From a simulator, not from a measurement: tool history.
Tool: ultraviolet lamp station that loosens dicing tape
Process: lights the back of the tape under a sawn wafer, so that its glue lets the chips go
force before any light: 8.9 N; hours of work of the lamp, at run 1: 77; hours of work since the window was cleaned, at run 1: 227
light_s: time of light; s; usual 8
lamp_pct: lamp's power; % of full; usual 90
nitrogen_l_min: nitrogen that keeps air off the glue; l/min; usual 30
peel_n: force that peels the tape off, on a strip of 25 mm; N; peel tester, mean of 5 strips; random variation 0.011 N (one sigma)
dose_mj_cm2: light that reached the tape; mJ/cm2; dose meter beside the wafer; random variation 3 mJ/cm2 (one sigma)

| run | hour | light_s | lamp_pct | nitrogen_l_min | hours of work of the lamp | hours of work since the window was cleaned | peel_n | dose_mj_cm2 |
|---|---|---|---|---|---|---|---|---|
| 1 | 0 | 8 | 90 | 30 | 77 | 227 | 0.642 | 398 |
|  | 30.9 | window cleaned of glue's vapour |
| 2 | 62 | 4 | 90 | 30 | 123 | 23 | 2.612 | 174 |
| 3 | 114 | 4 | 90 | 30 | 162 | 62 | 2.61 | 169 |
| 4 | 196.2 | 4 | 90 | 30 | 224 | 124 | 2.937 | 157 |
| 5 | 272.2 | 4 | 90 | 30 | 281 | 181 | 2.993 | 147 |
|  | 308.1 | window cleaned of glue's vapour, once more |
| 6 | 323.8 | 11 | 90 | 30 | 319 | 12 | 0.291 | 581 |
| 7 | 412 | 11 | 90 | 30 | 385 | 78 | 0.319 | 551 |
| 8 | 494.8 | 11 | 90 | 30 | 448 | 140 | 0.347 | 519 |
| 9 | 559.9 | 11 | 90 | 30 | 496 | 189 | 0.376 | 505 |
| 10 | 617.7 | 11 | 90 | 30 | 540 | 233 | 0.415 | 482 |
|  | 640.5 | window cleaned of glue's vapour |
| 11 | 687.3 | 11 | 90 | 30 | 592 | 35 | 0.336 | 543 |
| 12 | 732.7 | 11 | 90 | 30 | 626 | 69 | 0.336 | 532 |
| 13 | 786 | 11 | 90 | 30 | 666 | 109 | 0.381 | 511 |
| 14 | 827.8 | 11 | 90 | 30 | 697 | 141 | 0.385 | 504 |
| 15 | 893.7 | 11 | 90 | 30 | 747 | 190 | 0.416 | 481 |
|  | 972.3 | window cleaned of glue's vapour |
| 16 | 975.6 | 11 | 90 | 30 | 808 | 2 | 0.355 | 523 |
| 17 | 1011.4 | 11 | 90 | 30 | 835 | 29 | 0.362 | 518 |
| 18 | 1067.2 | 11 | 90 | 30 | 877 | 71 | 0.395 | 494 |
| 19 | 1126.2 | 8 | 90 | 30 | 921 | 116 | 0.805 | 349 |
| 20 | 1172.1 | 8 | 61 | 30 | 956 | 150 | 1.754 | 227 |
| 21 | 1223.7 | 8 | 90 | 30 | 994 | 189 | 0.918 | 332 |
| 22 | 1296.3 | 5 | 90 | 15 | 1049 | 243 | 2.784 | 195 |
|  | 1303.2 | window cleaned of glue's vapour |
| 23 | 1379.4 | 4 | 83 | 32 | 1111 | 57 | 2.833 | 159 |
| 24 | 1451.2 | 4 | 83 | 32 | 1165 | 111 | 3 | 152 |
| 25 | 1537.4 | 5 | 81 | 11 | 1230 | 176 | 3.416 | 174 |
| 26 | 1612.6 | 5 | 93 | 11 | 1286 | 232 | 3.122 | 192 |
|  | 1634.7 | window cleaned of glue's vapour |
| 27 | 1684.8 | 5 | 93 | 11 | 1340 | 38 | 2.831 | 214 |
| 28 | 1737.6 | 5 | 93 | 17 | 1380 | 77 | 2.443 | 210 |
| 29 | 1798.3 | 5 | 93 | 21 | 1425 | 123 | 2.403 | 199 |
|  | 1820 | lamp changed |
| 30 | 1869.1 | 5 | 93 | 21 | 37 | 175 | 1.669 | 258 |
| 31 | 1933.7 | 5 | 90 | 20 | 85 | 224 | 1.864 | 237 |
|  | 1965.5 | window cleaned of glue's vapour |
| 32 | 2015.8 | 14 | 81 | 12 | 147 | 38 | 0.361 | 670 |
| 33 | 2090.6 | 4 | 90 | 12 | 203 | 94 | 2.787 | 204 |
| 34 | 2146.8 | 5 | 80 | 12 | 245 | 136 | 2.62 | 217 |
| 35 | 2227.7 | 6 | 79 | 43 | 306 | 197 | 1.402 | 251 |
| 36 | 2275 | 13 | 90 | 43 | 341 | 232 | 0.251 | 595 |
|  | 2298.9 | window cleaned of glue's vapour |
| 37 | 2344.4 | 5 | 96 | 43 | 393 | 34 | 1.138 | 271 |
| 38 | 2411.7 | 8 | 90 | 25 | 444 | 85 | 0.713 | 394 |
| 39 | 2459.9 | 9 | 67 | 18 | 480 | 121 | 1.245 | 318 |
| 40 | 2543.8 | 6 | 90 | 30 | 543 | 184 | 1.309 | 272 |
| 41 | 2608.2 | 15 | 96 | 33 | 591 | 232 | 0.237 | 690 |
|  | 2630.9 | window cleaned of glue's vapour |
| 42 | 2664.7 | 8 | 72 | 15 | 633 | 25 | 1.397 | 317 |

Hidden state at the last listed run before each entry between runs and at the first one after, where it differs:
Between runs 1 and 2: window cleaned of glue's vapour (hour 30.9)
  lamp's light, % of a new lamp's: 98.2 -> 97.3; light that the window lets through, % of a clean one's: 88.6 -> 77.9
  measured less the result without the state, peel_n: +0.162 -> +0.821 N; dose_mj_cm2: -59 -> -55 mJ/cm2
Between runs 5 and 6: window cleaned of glue's vapour, once more (hour 308.1)
  lamp's light, % of a new lamp's: 94.4 -> 93.7; light that the window lets through, % of a clean one's: 69.2 -> 98.6
  measured less the result without the state, peel_n: +1.253 -> +0.034 N; dose_mj_cm2: -79 -> -48 mJ/cm2
Between runs 10 and 11: window cleaned of glue's vapour (hour 640.5)
  lamp's light, % of a new lamp's: 89.5 -> 88.6; light that the window lets through, % of a clean one's: 85.9 -> 97.9
  measured less the result without the state, peel_n: +0.154 -> +0.069 N; dose_mj_cm2: -145 -> -83 mJ/cm2
Between runs 15 and 16: window cleaned of glue's vapour (hour 972.3)
  lamp's light, % of a new lamp's: 85.6 -> 84.5; light that the window lets through, % of a clean one's: 89.6 -> 99.8
  measured less the result without the state, peel_n: +0.156 -> +0.086 N; dose_mj_cm2: -146 -> -97 mJ/cm2
Between runs 22 and 23: window cleaned of glue's vapour (hour 1303.2)
  lamp's light, % of a new lamp's: 80 -> 78.9; light that the window lets through, % of a clean one's: 85.7 -> 95.9
  measured less the result without the state, peel_n: +1.104 -> +0.855 N; dose_mj_cm2: -89 -> -52 mJ/cm2
Between runs 26 and 27: window cleaned of glue's vapour (hour 1634.7)
  lamp's light, % of a new lamp's: 75.6 -> 74.6; light that the window lets through, % of a clean one's: 86.2 -> 97.4
  measured less the result without the state, peel_n: +1.293 -> +0.968 N; dose_mj_cm2: -102 -> -80 mJ/cm2
Between runs 29 and 30: lamp changed (hour 1820)
  lamp's light, % of a new lamp's: 73.1 -> 98.6; light that the window lets through, % of a clean one's: 92.6 -> 89.6
  measured less the result without the state, peel_n: +1.066 -> +0.309 N; dose_mj_cm2: -96 -> -35 mJ/cm2
Between runs 31 and 32: window cleaned of glue's vapour (hour 1965.5)
  lamp's light, % of a new lamp's: 97.7 -> 96.5; light that the window lets through, % of a clean one's: 86.9 -> 97.3
  measured less the result without the state, peel_n: +0.425 -> +0.039 N; dose_mj_cm2: -43 -> -43 mJ/cm2
Between runs 36 and 37: window cleaned of glue's vapour (hour 2298.9)
  lamp's light, % of a new lamp's: 93 -> 92; light that the window lets through, % of a clean one's: 86.4 -> 97.6
  measured less the result without the state, peel_n: +0.047 -> +0.212 N; dose_mj_cm2: -144 -> -30 mJ/cm2
Between runs 41 and 42: window cleaned of glue's vapour (hour 2630.9)
  lamp's light, % of a new lamp's: 88.4 -> 87.7; light that the window lets through, % of a clean one's: 86.3 -> 98.5
  measured less the result without the state, peel_n: +0.035 -> +0.322 N; dose_mj_cm2: -215 -> -50 mJ/cm2
